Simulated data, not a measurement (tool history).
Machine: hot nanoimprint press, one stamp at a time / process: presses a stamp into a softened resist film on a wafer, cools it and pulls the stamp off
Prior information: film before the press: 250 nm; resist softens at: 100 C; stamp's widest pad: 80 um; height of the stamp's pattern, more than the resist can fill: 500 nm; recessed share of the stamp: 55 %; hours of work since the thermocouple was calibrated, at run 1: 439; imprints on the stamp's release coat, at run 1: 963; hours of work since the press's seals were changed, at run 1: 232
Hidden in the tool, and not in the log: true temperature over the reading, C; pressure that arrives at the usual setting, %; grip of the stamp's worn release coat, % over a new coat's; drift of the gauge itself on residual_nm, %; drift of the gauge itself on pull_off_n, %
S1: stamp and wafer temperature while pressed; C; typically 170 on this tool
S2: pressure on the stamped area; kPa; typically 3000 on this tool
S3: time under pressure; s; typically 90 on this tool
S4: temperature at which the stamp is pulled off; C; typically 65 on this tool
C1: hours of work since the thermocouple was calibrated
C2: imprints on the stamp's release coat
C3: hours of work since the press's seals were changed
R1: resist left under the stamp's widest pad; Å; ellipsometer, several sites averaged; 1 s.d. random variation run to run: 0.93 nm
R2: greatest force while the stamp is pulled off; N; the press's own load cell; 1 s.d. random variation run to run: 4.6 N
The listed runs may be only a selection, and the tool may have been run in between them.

| run | day | S1 | S2 | S3 | S4 | C1 | C2 | C3 | R1 | R2 |
|---|---|---|---|---|---|---|---|---|---|---|
| 1 | 0 | 170 | 3000 | 90 | 65 | 439 | 963 | 232 | 1233 | 277 |
| 2 | 0.333 | 170 | 3000 | 90 | 65 | 444 | 995 | 237 | 1240 | 288 |
| 3 | 0.825 | 170 | 3000 | 90 | 65 | 452 | 1043 | 244 | 1237 | 274 |
| 4 | 1.2 | 170 | 3000 | 90 | 65 | 457 | 1078 | 250 | 1224 | 287 |
|  | 2.138 | stamp cleaned and given a new release coat |
| 5 | 2.179 | 170 | 3000 | 90 | 70 | 468 | 4 | 260 | 1244 | 187 |
| 6 | 2.771 | 170 | 3000 | 90 | 65 | 477 | 61 | 269 | 1237 | 214 |
| 7 | 3.508 | 170 | 3000 | 90 | 65 | 487 | 132 | 280 | 1238 | 217 |
| 8 | 3.938 | 170 | 3000 | 90 | 73 | 494 | 173 | 286 | 1235 | 187 |
| 9 | 4.7 | 170 | 3000 | 90 | 73 | 505 | 247 | 298 | 1227 | 186 |
| 10 | 5.2 | 170 | 3000 | 90 | 73 | 512 | 295 | 305 | 1236 | 190 |
| 11 | 5.842 | 170 | 3000 | 90 | 73 | 522 | 357 | 314 | 1236 | 197 |
| 12 | 6.388 | 170 | 3000 | 90 | 73 | 530 | 409 | 323 | 1224 | 198 |
| 13 | 6.838 | 170 | 3000 | 90 | 73 | 537 | 453 | 329 | 1227 | 202 |
| 14 | 7.338 | 170 | 3000 | 90 | 73 | 544 | 501 | 337 | 1231 | 203 |
| 15 | 8 | 161 | 3000 | 90 | 73 | 554 | 565 | 346 | 1617 | 208 |
| 16 | 8.767 | 161 | 3000 | 87 | 51 | 565 | 638 | 358 | 1623 | 338 |
| 17 | 9.533 | 161 | 2610 | 87 | 51 | 576 | 712 | 369 | 1712 | 339 |
| 18 | 9.954 | 170 | 2880 | 85 | 65 | 583 | 753 | 375 | 1260 | 257 |
| 19 | 10.417 | 177 | 4710 | 85 | 65 | 589 | 798 | 382 | 783 | 257 |
|  | 10.758 | plate thermocouple calibrated |
| 20 | 11.233 | 161 | 2210 | 75 | 65 | 7 | 864 | 392 | 1971 | 286 |
| 21 | 11.683 | 170 | 2430 | 90 | 65 | 14 | 908 | 399 | 1442 | 302 |
| 22 | 12.054 | 170 | 2540 | 90 | 65 | 19 | 943 | 404 | 1426 | 287 |
| 23 | 12.762 | 180 | 3000 | 90 | 65 | 30 | 1011 | 415 | 966 | 292 |
| 24 | 13.412 | 180 | 3000 | 90 | 65 | 39 | 1074 | 424 | 961 | 290 |
|  | 14.362 | stamp cleaned and given a new release coat |
| 25 | 14.383 | 159 | 4370 | 90 | 73 | 50 | 1 | 435 | 1572 | 191 |
| 26 | 15.1 | 171 | 3000 | 73 | 65 | 60 | 71 | 446 | 1352 | 228 |
| 27 | 15.796 | 171 | 3000 | 122 | 65 | 71 | 138 | 456 | 1150 | 233 |
| 28 | 16.408 | 170 | 3000 | 79 | 65 | 80 | 197 | 465 | 1363 | 238 |
| 29 | 16.758 | 166 | 2810 | 51 | 72 | 85 | 231 | 470 | 1750 | 204 |

For some of the steps in R1 from one run to the next: how much would appear even if the tool had no hidden state, given the settings, what came in and random variation, and how much remains for the hidden state plus any gauge scatter that the measured result and the result without hidden state don't share?
Run 18 -> 19: S1 170 -> 177, S2 2880 -> 4710. R1 -477 Å: hidden state +38, all else -515.
Run 19 -> 20: S1 177 -> 161, S2 4710 -> 2210, S3 85 -> 75, plate thermocouple calibrated. R1 +1188 Å: hidden state +56, all else +1132.
Run 24 -> 25: S1 180 -> 159, S2 3000 -> 4370, S4 65 -> 73, stamp cleaned and given a new release coat. R1 +611 Å: hidden state +2, all else +609.

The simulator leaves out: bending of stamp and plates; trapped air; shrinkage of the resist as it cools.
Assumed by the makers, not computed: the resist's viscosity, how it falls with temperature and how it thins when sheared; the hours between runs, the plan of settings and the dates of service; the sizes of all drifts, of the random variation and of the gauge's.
